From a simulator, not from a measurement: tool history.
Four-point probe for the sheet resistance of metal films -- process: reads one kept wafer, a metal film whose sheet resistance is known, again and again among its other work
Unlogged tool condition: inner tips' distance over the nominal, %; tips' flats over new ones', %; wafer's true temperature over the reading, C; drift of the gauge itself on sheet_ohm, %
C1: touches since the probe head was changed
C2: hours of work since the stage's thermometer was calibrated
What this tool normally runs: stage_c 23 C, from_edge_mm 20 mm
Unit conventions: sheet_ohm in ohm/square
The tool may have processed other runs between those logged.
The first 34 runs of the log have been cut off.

run 35 hour=513.4 | stage_c=24 from_edge_mm=20 | C1=15818 C2=1529 | sheet_ohm=0.033008
run 36 hour=522.5 | stage_c=24 from_edge_mm=20 | C1=16027 C2=1533 | sheet_ohm=0.033013
run 37 hour=533.8 | stage_c=27 from_edge_mm=16 | C1=16289 C2=1538 | sheet_ohm=0.032981
run 38 hour=544.4 | stage_c=27 from_edge_mm=16 | C1=16534 C2=1543 | sheet_ohm=0.032972
run 39 hour=562.8 | stage_c=27 from_edge_mm=8 | C1=16959 C2=1551 | sheet_ohm=0.033057
run 40 hour=576.4 | stage_c=27 from_edge_mm=8 | C1=17273 C2=1557 | sheet_ohm=0.033057
run 41 hour=586.7 | stage_c=20 from_edge_mm=8 | C1=17512 C2=1562 | sheet_ohm=0.033151
run 42 hour=595.4 | stage_c=20 from_edge_mm=8 | C1=17713 C2=1565 | sheet_ohm=0.033134
run 43 hour=614.2 | stage_c=20 from_edge_mm=8 | C1=18147 C2=1574 | sheet_ohm=0.033147

The next listed run, before its measurement:
run 44 hour=626.4 | stage_c=20 from_edge_mm=8 | C1=18429 C2=1579 | sheet_ohm=?

{"run 44": {"sheet_ohm": 0.033145}}
On a tool with no hidden condition, and with the same random variation, this run would have come out at sheet_ohm 0.033146 ohm/square.
